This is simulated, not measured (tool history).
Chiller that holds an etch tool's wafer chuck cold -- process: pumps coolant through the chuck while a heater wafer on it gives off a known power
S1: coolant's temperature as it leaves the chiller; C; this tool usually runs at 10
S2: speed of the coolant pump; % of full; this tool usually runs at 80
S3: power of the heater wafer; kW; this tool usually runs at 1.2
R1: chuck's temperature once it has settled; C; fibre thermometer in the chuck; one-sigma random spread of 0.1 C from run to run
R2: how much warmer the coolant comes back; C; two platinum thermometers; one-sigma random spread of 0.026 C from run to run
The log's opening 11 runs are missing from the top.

run 12 hour=1237 | S1=10 S2=80 S3=1.2 | R1=18.4 R2=2.62
-- hour=1271 chiller's thermometer calibrated
run 13 hour=1366 | S1=7 S2=80 S3=1.2 | R1=15.3 R2=2.59
run 14 hour=1472.6 | S1=10 S2=80 S3=0.689 | R1=14.8 R2=1.41
run 15 hour=1557.7 | S1=10 S2=80 S3=0.689 | R1=14.6 R2=1.36
run 16 hour=1647.7 | S1=10 S2=68 S3=1.2 | R1=19.1 R2=3.04
run 17 hour=1775.3 | S1=10 S2=68 S3=1.382 | R1=20.8 R2=3.51
run 18 hour=1867.8 | S1=16 S2=77 S3=1.382 | R1=25.9 R2=3.03
run 19 hour=1956.1 | S1=18 S2=80 S3=1.764 | R1=30.3 R2=3.75
run 20 hour=2066.3 | S1=12 S2=86 S3=1.764 | R1=23.7 R2=3.51
run 21 hour=2169.3 | S1=20 S2=86 S3=1.204 | R1=28 R2=2.3
run 22 hour=2236.5 | S1=20 S2=86 S3=1.204 | R1=27.8 R2=2.29
run 23 hour=2354.6 | S1=5 S2=61 S3=0.601 | R1=9.9 R2=1.54
-- hour=2433.4 coolant changed, channels flushed
run 24 hour=2445.9 | S1=20 S2=83 S3=0.777 | R1=25.4 R2=1.43
run 25 hour=2514.3 | S1=20 S2=60 S3=1.428 | R1=32.2 R2=4.06
run 26 hour=2627.1 | S1=5 S2=80 S3=1.2 | R1=13.4 R2=2.43
run 27 hour=2707.7 | S1=16 S2=81 S3=0.755 | R1=21.4 R2=1.34
run 28 hour=2832.9 | S1=16 S2=81 S3=0.755 | R1=21.1 R2=1.3
run 29 hour=2966.7 | S1=9 S2=71 S3=0.881 | R1=15.6 R2=1.97
run 30 hour=3064.3 | S1=10 S2=68 S3=1.2 | R1=19.3 R2=2.83
run 31 hour=3196.4 | S1=10 S2=72 S3=0.975 | R1=17.3 R2=2.08
run 32 hour=3309.6 | S1=10 S2=72 S3=0.975 | R1=17.4 R2=2.08

What if the next run were any one of these 3? Each begins from the tool's condition after run 32:
-- hour=3322.9 gauge calibrated
run A hour=3446.9 | S1=10 S2=62 S3=0.794 | R1=? R2=?
-- hour=3322.9 gauge calibrated
run B hour=3446.9 | S1=10 S2=98 S3=1.2 | R1=? R2=?
-- hour=3322.9 gauge calibrated
run C hour=3446.9 | S1=10 S2=78 S3=0.975 | R1=? R2=?

run=A R1=16.4 R2=2.36
run=B R1=17.3 R2=2.27
run=C R1=17.1 R2=2.25
Without the tool's unlogged condition, the same runs would have read:
run=A R1=16.4 R2=2.37
run=B R1=17.3 R2=2.29
run=C R1=17.1 R2=2.26

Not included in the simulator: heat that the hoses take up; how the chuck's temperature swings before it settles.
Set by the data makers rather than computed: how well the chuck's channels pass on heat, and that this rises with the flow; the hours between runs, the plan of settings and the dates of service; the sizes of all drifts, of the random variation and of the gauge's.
